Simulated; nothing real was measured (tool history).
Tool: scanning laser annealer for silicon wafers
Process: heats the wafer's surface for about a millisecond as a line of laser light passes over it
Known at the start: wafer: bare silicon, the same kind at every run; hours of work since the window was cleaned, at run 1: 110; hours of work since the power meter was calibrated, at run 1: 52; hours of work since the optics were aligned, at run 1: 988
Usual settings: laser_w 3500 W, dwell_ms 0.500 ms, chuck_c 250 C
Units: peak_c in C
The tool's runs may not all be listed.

| run | day | laser_w | dwell_ms | chuck_c | hours of work since the window was cleaned | hours of work since the power meter was calibrated | hours of work since the optics were aligned | peak_c |
|---|---|---|---|---|---|---|---|---|
| 1 | 0.000 | 3500 | 0.500 | 250 | 110 | 52 | 988 | 1006 |
| 2 | 0.625 | 3500 | 0.500 | 250 | 118 | 60 | 996 | 1010 |
| 3 | 0.975 | 3500 | 0.497 | 250 | 123 | 65 | 1000 | 1008 |
| 4 | 1.562 | 3500 | 0.500 | 250 | 130 | 72 | 1008 | 1013 |
| 5 | 2.142 | 3500 | 0.500 | 288 | 138 | 80 | 1016 | 1050 |
| 6 | 2.688 | 3500 | 0.500 | 288 | 145 | 87 | 1023 | 1048 |
| 7 | 2.971 | 3500 | 0.500 | 250 | 149 | 91 | 1026 | 1009 |
| 8 | 3.567 | 3500 | 0.500 | 250 | 156 | 99 | 1034 | 1012 |
| 9 | 3.883 | 3500 | 0.500 | 250 | 161 | 103 | 1038 | 1012 |
| 10 | 4.442 | 3500 | 0.500 | 250 | 168 | 110 | 1046 | 1010 |
| 11 | 4.908 | 3500 | 0.500 | 250 | 174 | 116 | 1052 | 1010 |
| 12 | 5.496 | 3500 | 0.500 | 250 | 182 | 124 | 1060 | 1009 |
| 13 | 6.004 | 3500 | 0.500 | 268 | 188 | 131 | 1066 | 1029 |
| 14 | 6.488 | 3500 | 0.500 | 268 | 195 | 137 | 1072 | 1028 |
| 15 | 6.783 | 3500 | 0.500 | 250 | 199 | 141 | 1076 | 1013 |
| 16 | 7.188 | 3500 | 0.500 | 250 | 204 | 146 | 1082 | 1011 |
| 17 | 7.492 | 3500 | 0.500 | 250 | 208 | 150 | 1086 | 1012 |
| 18 | 8.062 | 3500 | 0.500 | 250 | 215 | 158 | 1093 | 1008 |
| 19 | 8.675 | 3500 | 0.500 | 250 | 223 | 166 | 1101 | 1012 |
| 20 | 9.025 | 3500 | 0.502 | 282 | 228 | 170 | 1106 | 1044 |
| 21 | 9.633 | 3459 | 0.415 | 247 | 236 | 178 | 1114 | 942 |
| 22 | 10.071 | 3299 | 0.500 | 283 | 242 | 184 | 1119 | 1003 |
| 23 | 10.450 | 3500 | 0.585 | 212 | 247 | 189 | 1124 | 1028 |
| 24 | 10.833 | 3500 | 0.585 | 212 | 252 | 194 | 1129 | 1028 |
| 25 | 11.279 | 3500 | 0.585 | 212 | 257 | 200 | 1135 | 1025 |
| 26 | 11.854 | 3735 | 0.514 | 220 | 265 | 207 | 1143 | 1036 |

Run 27 comes next. What will it give?
| 27 | 12.271 | 3729 | 0.610 | 220 | 270 | 213 | 1148 | ? |

Run 27 gave peak_c 1098 C.
Without the tool's hidden state the same run would have given peak_c 1099 C.

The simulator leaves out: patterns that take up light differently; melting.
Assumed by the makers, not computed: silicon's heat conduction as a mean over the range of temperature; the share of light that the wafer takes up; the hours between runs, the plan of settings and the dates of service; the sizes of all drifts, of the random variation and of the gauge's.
